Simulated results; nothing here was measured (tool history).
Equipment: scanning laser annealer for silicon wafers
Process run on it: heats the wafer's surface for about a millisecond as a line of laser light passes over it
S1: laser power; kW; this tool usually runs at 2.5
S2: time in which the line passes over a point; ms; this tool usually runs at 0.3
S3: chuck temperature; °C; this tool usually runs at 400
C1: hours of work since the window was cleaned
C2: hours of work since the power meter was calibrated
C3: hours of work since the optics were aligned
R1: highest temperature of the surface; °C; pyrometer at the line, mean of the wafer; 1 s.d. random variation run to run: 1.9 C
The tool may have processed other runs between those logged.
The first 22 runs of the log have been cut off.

run 23 hour=890.6 | S1=2.473 S2=0.333 S3=371 | C1=100 C2=1042 C3=174 | R1=1175
run 24 hour=917.5 | S1=2.473 S2=0.333 S3=371 | C1=121 C2=1063 C3=194 | R1=1180
run 25 hour=952.2 | S1=2.5 S2=0.237 S3=400 | C1=148 C2=1091 C3=222 | R1=1068
run 26 hour=974.7 | S1=2.326 S2=0.282 S3=400 | C1=166 C2=1108 C3=239 | R1=1089
run 27 hour=1027 | S1=2.298 S2=0.224 S3=371 | C1=207 C2=1149 C3=280 | R1=965
run 28 hour=1078.7 | S1=2.338 S2=0.298 S3=400 | C1=247 C2=1189 C3=320 | R1=1109
run 29 hour=1112.8 | S1=2.279 S2=0.228 S3=395 | C1=274 C2=1216 C3=347 | R1=987
run 30 hour=1160.7 | S1=2.5 S2=0.257 S3=400 | C1=311 C2=1253 C3=384 | R1=1089
run 31 hour=1210.1 | S1=2.726 S2=0.34 S3=400 | C1=350 C2=1292 C3=423 | R1=1274
run 32 hour=1233.6 | S1=2.622 S2=0.357 S3=386 | C1=368 C2=1310 C3=441 | R1=1249
run 33 hour=1274.8 | S1=2.335 S2=0.278 S3=400 | C1=400 C2=1343 C3=474 | R1=1068

Here are 3 independent what-if runs from the current tool condition. What would each one return?
run A hour=1298.5 | S1=2.313 S2=0.252 S3=400 | C1=419 C2=1361 C3=492 | R1=?
run B hour=1298.5 | S1=2.584 S2=0.367 S3=400 | C1=419 C2=1361 C3=492 | R1=?
run C hour=1298.5 | S1=2.73 S2=0.257 S3=400 | C1=419 C2=1361 C3=492 | R1=?

run=A R1=1029
run=B R1=1262
run=C R1=1142
Had the tool no hidden state, the same runs would have come out as:
run=A R1=1060
run=B R1=1304
run=C R1=1178
